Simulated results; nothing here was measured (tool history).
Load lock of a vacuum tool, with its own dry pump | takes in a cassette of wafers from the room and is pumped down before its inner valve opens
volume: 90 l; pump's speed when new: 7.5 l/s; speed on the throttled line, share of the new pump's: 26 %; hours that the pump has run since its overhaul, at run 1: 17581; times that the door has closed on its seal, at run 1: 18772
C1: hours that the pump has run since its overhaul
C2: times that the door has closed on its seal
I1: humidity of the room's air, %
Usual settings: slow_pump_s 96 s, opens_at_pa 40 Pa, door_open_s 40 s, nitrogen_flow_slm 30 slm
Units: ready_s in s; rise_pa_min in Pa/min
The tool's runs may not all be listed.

{"run": 1, "hour": 0.0, "slow_pump_s": 96, "opens_at_pa": 40, "door_open_s": 40, "nitrogen_flow_slm": 30, "C1": 17581, "C2": 18772, "I1": 46.3, "ready_s": 175.9, "rise_pa_min": 0.14}
{"hour": 40.3, "done": "dry pump taken out, an overhauled one fitted"}
{"run": 2, "hour": 333.3, "slow_pump_s": 96, "opens_at_pa": 40, "door_open_s": 40, "nitrogen_flow_slm": 30, "C1": 293, "C2": 19733, "I1": 46.0, "ready_s": 163.9, "rise_pa_min": 0.158}
{"run": 3, "hour": 800.5, "slow_pump_s": 96, "opens_at_pa": 40, "door_open_s": 40, "nitrogen_flow_slm": 6, "C1": 760, "C2": 21106, "I1": 43.0, "ready_s": 166.0, "rise_pa_min": 0.176}
{"run": 4, "hour": 1152.7, "slow_pump_s": 96, "opens_at_pa": 40, "door_open_s": 40, "nitrogen_flow_slm": 30, "C1": 1112, "C2": 22140, "I1": 43.7, "ready_s": 164.4, "rise_pa_min": 0.18}
{"run": 5, "hour": 1538.2, "slow_pump_s": 96, "opens_at_pa": 40, "door_open_s": 40, "nitrogen_flow_slm": 30, "C1": 1498, "C2": 23272, "I1": 44.5, "ready_s": 164.2, "rise_pa_min": 0.181}
{"run": 6, "hour": 1844.3, "slow_pump_s": 192, "opens_at_pa": 40, "door_open_s": 40, "nitrogen_flow_slm": 30, "C1": 1804, "C2": 24172, "I1": 45.5, "ready_s": 234.4, "rise_pa_min": 0.2}
{"run": 7, "hour": 2257.0, "slow_pump_s": 96, "opens_at_pa": 70, "door_open_s": 40, "nitrogen_flow_slm": 30, "C1": 2217, "C2": 25384, "I1": 45.1, "ready_s": 158.2, "rise_pa_min": 0.217}
{"run": 8, "hour": 2707.5, "slow_pump_s": 96, "opens_at_pa": 70, "door_open_s": 40, "nitrogen_flow_slm": 30, "C1": 2667, "C2": 26707, "I1": 45.4, "ready_s": 159.9, "rise_pa_min": 0.226}
{"run": 9, "hour": 3020.3, "slow_pump_s": 96, "opens_at_pa": 40, "door_open_s": 40, "nitrogen_flow_slm": 30, "C1": 2980, "C2": 27626, "I1": 42.5, "ready_s": 165.4, "rise_pa_min": 0.238}
{"run": 10, "hour": 3245.0, "slow_pump_s": 96, "opens_at_pa": 40, "door_open_s": 40, "nitrogen_flow_slm": 30, "C1": 3205, "C2": 28286, "I1": 45.2, "ready_s": 167.2, "rise_pa_min": 0.254}
{"run": 11, "hour": 3713.6, "slow_pump_s": 62, "opens_at_pa": 40, "door_open_s": 40, "nitrogen_flow_slm": 30, "C1": 3673, "C2": 29663, "I1": 45.1, "ready_s": 141.7, "rise_pa_min": 0.261}
{"run": 12, "hour": 3971.4, "slow_pump_s": 96, "opens_at_pa": 38, "door_open_s": 40, "nitrogen_flow_slm": 30, "C1": 3931, "C2": 30420, "I1": 45.5, "ready_s": 166.9, "rise_pa_min": 0.274}
{"run": 13, "hour": 4270.2, "slow_pump_s": 96, "opens_at_pa": 38, "door_open_s": 40, "nitrogen_flow_slm": 30, "C1": 4230, "C2": 31298, "I1": 48.0, "ready_s": 168.7, "rise_pa_min": 0.288}
{"run": 14, "hour": 4515.4, "slow_pump_s": 78, "opens_at_pa": 65, "door_open_s": 27, "nitrogen_flow_slm": 9, "C1": 4475, "C2": 32018, "I1": 43.1, "ready_s": 146.8, "rise_pa_min": 0.299}
{"run": 15, "hour": 4883.5, "slow_pump_s": 78, "opens_at_pa": 48, "door_open_s": 27, "nitrogen_flow_slm": 9, "C1": 4843, "C2": 33099, "I1": 48.9, "ready_s": 152.9, "rise_pa_min": 0.313}
{"run": 16, "hour": 5249.9, "slow_pump_s": 96, "opens_at_pa": 40, "door_open_s": 40, "nitrogen_flow_slm": 9, "C1": 5210, "C2": 34176, "I1": 42.7, "ready_s": 168.2, "rise_pa_min": 0.33}
{"hour": 5710.8, "done": "door's seal changed, seat wiped"}
{"run": 17, "hour": 5771.9, "slow_pump_s": 96, "opens_at_pa": 37, "door_open_s": 40, "nitrogen_flow_slm": 14, "C1": 5730, "C2": 179, "I1": 44.6, "ready_s": 169.5, "rise_pa_min": 0.039}
{"run": 18, "hour": 6010.5, "slow_pump_s": 96, "opens_at_pa": 37, "door_open_s": 40, "nitrogen_flow_slm": 14, "C1": 5969, "C2": 880, "I1": 44.4, "ready_s": 169.8, "rise_pa_min": 0.047}
{"run": 19, "hour": 6498.4, "slow_pump_s": 96, "opens_at_pa": 34, "door_open_s": 79, "nitrogen_flow_slm": 30, "C1": 6457, "C2": 2313, "I1": 45.1, "ready_s": 171.8, "rise_pa_min": 0.043}
{"run": 20, "hour": 6866.5, "slow_pump_s": 96, "opens_at_pa": 39, "door_open_s": 79, "nitrogen_flow_slm": 7, "C1": 6825, "C2": 3395, "I1": 42.1, "ready_s": 168.9, "rise_pa_min": 0.066}
{"run": 21, "hour": 7171.5, "slow_pump_s": 96, "opens_at_pa": 35, "door_open_s": 29, "nitrogen_flow_slm": 30, "C1": 7130, "C2": 4291, "I1": 46.0, "ready_s": 170.9, "rise_pa_min": 0.04}

Forecast each of these 4 alternatives for the next run:
{"run": "A", "hour": 7472.4, "slow_pump_s": 96, "opens_at_pa": 30, "door_open_s": 29, "nitrogen_flow_slm": 31, "C1": 7431, "C2": 5174, "I1": 47.3, "ready_s": "?", "rise_pa_min": "?"}
{"run": "B", "hour": 7472.4, "slow_pump_s": 48, "opens_at_pa": 71, "door_open_s": 40, "nitrogen_flow_slm": 30, "C1": 7431, "C2": 5174, "I1": 45.8, "ready_s": "?", "rise_pa_min": "?"}
{"run": "C", "hour": 7472.4, "slow_pump_s": 73, "opens_at_pa": 55, "door_open_s": 43, "nitrogen_flow_slm": 30, "C1": 7431, "C2": 5174, "I1": 43.2, "ready_s": "?", "rise_pa_min": "?"}
{"run": "D", "hour": 7472.4, "slow_pump_s": 61, "opens_at_pa": 41, "door_open_s": 40, "nitrogen_flow_slm": 5, "C1": 7431, "C2": 5174, "I1": 43.5, "ready_s": "?", "rise_pa_min": "?"}

run=A ready_s=174.2 rise_pa_min=0.039
run=B ready_s=127.1 rise_pa_min=0.046
run=C ready_s=149.5 rise_pa_min=0.051
run=D ready_s=143.4 rise_pa_min=0.062
Without the tool's hidden state the same runs would have given:
run=A ready_s=169.6 rise_pa_min=0.021
run=B ready_s=122.4 rise_pa_min=0.028
run=C ready_s=145.0 rise_pa_min=0.033
run=D ready_s=138.4 rise_pa_min=0.043
